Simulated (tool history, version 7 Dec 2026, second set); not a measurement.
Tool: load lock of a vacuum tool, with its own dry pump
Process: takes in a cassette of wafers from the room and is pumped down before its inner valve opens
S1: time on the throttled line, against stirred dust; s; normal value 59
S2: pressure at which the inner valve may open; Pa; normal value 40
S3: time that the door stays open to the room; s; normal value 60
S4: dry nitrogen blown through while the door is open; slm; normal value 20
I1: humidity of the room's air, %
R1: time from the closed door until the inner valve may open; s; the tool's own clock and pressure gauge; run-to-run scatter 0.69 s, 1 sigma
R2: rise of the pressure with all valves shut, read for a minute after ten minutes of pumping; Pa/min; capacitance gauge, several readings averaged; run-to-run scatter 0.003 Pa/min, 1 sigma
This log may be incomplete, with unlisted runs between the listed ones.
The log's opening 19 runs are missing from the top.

{"run": 20, "hour": 5404.7, "S1": 42, "S2": 43, "S3": 37, "S4": 11, "I1": 47.3, "R1": 97.9, "R2": 0.035}
{"run": 21, "hour": 5702.7, "S1": 42, "S2": 43, "S3": 37, "S4": 36, "I1": 45.7, "R1": 95.5, "R2": 0.028}
{"run": 22, "hour": 5986.6, "S1": 42, "S2": 43, "S3": 37, "S4": 36, "I1": 46.9, "R1": 96.5, "R2": 0.029}
{"run": 23, "hour": 6211.0, "S1": 59, "S2": 30, "S3": 60, "S4": 27, "I1": 45.8, "R1": 110.1, "R2": 0.038}
{"run": 24, "hour": 6526.7, "S1": 59, "S2": 30, "S3": 60, "S4": 27, "I1": 46.8, "R1": 111.8, "R2": 0.044}
{"run": 25, "hour": 6725.4, "S1": 53, "S2": 30, "S3": 60, "S4": 42, "I1": 45.1, "R1": 108.3, "R2": 0.04}
{"run": 26, "hour": 7016.6, "S1": 53, "S2": 59, "S3": 236, "S4": 11, "I1": 46.1, "R1": 101.3, "R2": 0.083}
{"run": 27, "hour": 7207.6, "S1": 53, "S2": 59, "S3": 33, "S4": 6, "I1": 45.0, "R1": 101.3, "R2": 0.057}
{"run": 28, "hour": 7524.9, "S1": 41, "S2": 36, "S3": 87, "S4": 8, "I1": 44.0, "R1": 97.8, "R2": 0.071}
{"run": 29, "hour": 7870.3, "S1": 41, "S2": 36, "S3": 87, "S4": 8, "I1": 45.9, "R1": 98.0, "R2": 0.071}
{"run": 30, "hour": 8120.5, "S1": 41, "S2": 36, "S3": 87, "S4": 8, "I1": 41.4, "R1": 98.2, "R2": 0.075}
{"run": 31, "hour": 8279.6, "S1": 59, "S2": 74, "S3": 60, "S4": 20, "I1": 46.9, "R1": 104.9, "R2": 0.072}
{"run": 32, "hour": 8587.2, "S1": 59, "S2": 45, "S3": 116, "S4": 25, "I1": 44.4, "R1": 108.9, "R2": 0.075}
{"run": 33, "hour": 8783.1, "S1": 59, "S2": 56, "S3": 60, "S4": 4, "I1": 45.9, "R1": 106.9, "R2": 0.087}
{"run": 34, "hour": 9056.3, "S1": 74, "S2": 56, "S3": 60, "S4": 4, "I1": 42.1, "R1": 115.7, "R2": 0.086}
{"run": 35, "hour": 9418.9, "S1": 61, "S2": 43, "S3": 202, "S4": 20, "I1": 42.8, "R1": 109.7, "R2": 0.104}
{"run": 36, "hour": 9793.2, "S1": 61, "S2": 43, "S3": 202, "S4": 20, "I1": 46.7, "R1": 110.9, "R2": 0.114}

Forecast each of these 5 alternatives for the next run:
{"run": "A", "hour": 9956.5, "S1": 66, "S2": 43, "S3": 202, "S4": 20, "I1": 45.7, "R1": "?", "R2": "?"}
{"run": "B", "hour": 9956.5, "S1": 31, "S2": 76, "S3": 37, "S4": 20, "I1": 44.5, "R1": "?", "R2": "?"}
{"run": "C", "hour": 9956.5, "S1": 61, "S2": 60, "S3": 90, "S4": 20, "I1": 42.5, "R1": "?", "R2": "?"}
{"run": "D", "hour": 9956.5, "S1": 61, "S2": 43, "S3": 112, "S4": 20, "I1": 46.5, "R1": "?", "R2": "?"}
{"run": "E", "hour": 9956.5, "S1": 52, "S2": 43, "S3": 25, "S4": 27, "I1": 41.9, "R1": "?", "R2": "?"}

run=A R1=115.9 R2=0.113
run=B R1=86.0 R2=0.093
run=C R1=109.0 R2=0.095
run=D R1=111.1 R2=0.105
run=E R1=105.7 R2=0.091
With the hidden condition removed and each run's random variation left untouched, the same runs would have given:
run=A R1=110.3 R2=0.042
run=B R1=79.6 R2=0.023
run=C R1=103.6 R2=0.025
run=D R1=105.4 R2=0.034
run=E R1=99.6 R2=0.021

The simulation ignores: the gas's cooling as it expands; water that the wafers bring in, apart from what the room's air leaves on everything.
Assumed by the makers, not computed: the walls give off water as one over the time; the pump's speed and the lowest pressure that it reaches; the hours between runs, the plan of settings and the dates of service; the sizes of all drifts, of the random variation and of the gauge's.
